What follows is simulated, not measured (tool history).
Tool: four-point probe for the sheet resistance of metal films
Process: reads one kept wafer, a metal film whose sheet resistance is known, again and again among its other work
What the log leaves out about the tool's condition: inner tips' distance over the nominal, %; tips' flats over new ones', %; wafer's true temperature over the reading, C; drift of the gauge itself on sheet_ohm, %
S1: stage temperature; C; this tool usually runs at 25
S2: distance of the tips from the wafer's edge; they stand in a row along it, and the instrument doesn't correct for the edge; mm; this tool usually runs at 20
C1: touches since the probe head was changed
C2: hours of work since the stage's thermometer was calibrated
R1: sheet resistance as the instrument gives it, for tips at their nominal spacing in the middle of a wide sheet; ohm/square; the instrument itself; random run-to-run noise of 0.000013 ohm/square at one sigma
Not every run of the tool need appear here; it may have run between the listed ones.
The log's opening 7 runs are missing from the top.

{"run": 8, "hour": 123.1, "S1": 25, "S2": 20, "C1": 8928, "C2": 278, "R1": 0.065732}
{"run": 9, "hour": 134.6, "S1": 25, "S2": 20, "C1": 9080, "C2": 283, "R1": 0.065705}
{"run": 10, "hour": 147.0, "S1": 25, "S2": 20, "C1": 9245, "C2": 288, "R1": 0.065704}
{"run": 11, "hour": 171.5, "S1": 25, "S2": 20, "C1": 9571, "C2": 298, "R1": 0.065725}
{"run": 12, "hour": 187.8, "S1": 25, "S2": 20, "C1": 9787, "C2": 305, "R1": 0.065723}
{"run": 13, "hour": 207.1, "S1": 25, "S2": 8, "C1": 10044, "C2": 313, "R1": 0.06584}
{"run": 14, "hour": 233.7, "S1": 25, "S2": 8, "C1": 10397, "C2": 324, "R1": 0.065827}
{"run": 15, "hour": 259.5, "S1": 25, "S2": 8, "C1": 10741, "C2": 335, "R1": 0.065839}
{"run": 16, "hour": 273.6, "S1": 31, "S2": 20, "C1": 10928, "C2": 341, "R1": 0.06566}
{"run": 17, "hour": 290.7, "S1": 28, "S2": 24, "C1": 11155, "C2": 348, "R1": 0.065724}
{"run": 18, "hour": 302.1, "S1": 27, "S2": 9, "C1": 11307, "C2": 353, "R1": 0.065792}
{"run": 19, "hour": 325.7, "S1": 26, "S2": 4, "C1": 11620, "C2": 362, "R1": 0.066237}
{"run": 20, "hour": 340.5, "S1": 20, "S2": 7, "C1": 11817, "C2": 368, "R1": 0.065932}
{"run": 21, "hour": 354.1, "S1": 20, "S2": 7, "C1": 11998, "C2": 374, "R1": 0.065923}
{"run": 22, "hour": 370.5, "S1": 25, "S2": 23, "C1": 12216, "C2": 381, "R1": 0.065733}
{"run": 23, "hour": 386.9, "S1": 33, "S2": 17, "C1": 12434, "C2": 388, "R1": 0.065664}
{"run": 24, "hour": 410.8, "S1": 24, "S2": 6, "C1": 12751, "C2": 398, "R1": 0.065962}
{"run": 25, "hour": 424.1, "S1": 19, "S2": 6, "C1": 12929, "C2": 403, "R1": 0.066039}
{"run": 26, "hour": 444.6, "S1": 24, "S2": 18, "C1": 13200, "C2": 412, "R1": 0.065738}
{"run": 27, "hour": 459.8, "S1": 18, "S2": 8, "C1": 13403, "C2": 418, "R1": 0.06594}
{"run": 28, "hour": 471.2, "S1": 18, "S2": 8, "C1": 13555, "C2": 423, "R1": 0.065928}
{"run": 29, "hour": 485.1, "S1": 23, "S2": 7, "C1": 13739, "C2": 428, "R1": 0.065915}
{"run": 30, "hour": 511.9, "S1": 23, "S2": 7, "C1": 14095, "C2": 440, "R1": 0.065918}
{"run": 31, "hour": 533.9, "S1": 22, "S2": 4, "C1": 14387, "C2": 449, "R1": 0.066292}
{"run": 32, "hour": 555.8, "S1": 19, "S2": 39, "C1": 14678, "C2": 458, "R1": 0.065773}

Consider 4 possible next runs. They are alternatives, not a sequence: every one starts from the tool as it was left by run 32. What does each give?
{"run": "A", "hour": 571.9, "S1": 19, "S2": 26, "C1": 14893, "C2": 464, "R1": "?"}
{"run": "B", "hour": 571.9, "S1": 22, "S2": 13, "C1": 14893, "C2": 464, "R1": "?"}
{"run": "C", "hour": 571.9, "S1": 33, "S2": 8, "C1": 14893, "C2": 464, "R1": "?"}
{"run": "D", "hour": 571.9, "S1": 19, "S2": 24, "C1": 14893, "C2": 464, "R1": "?"}

run=A R1=0.06581
run=B R1=0.065829
run=C R1=0.065779
run=D R1=0.065821
Without the tool's hidden state the same runs would have given:
run=A R1=0.066062
run=B R1=0.066082
run=C R1=0.066033
run=D R1=0.066073
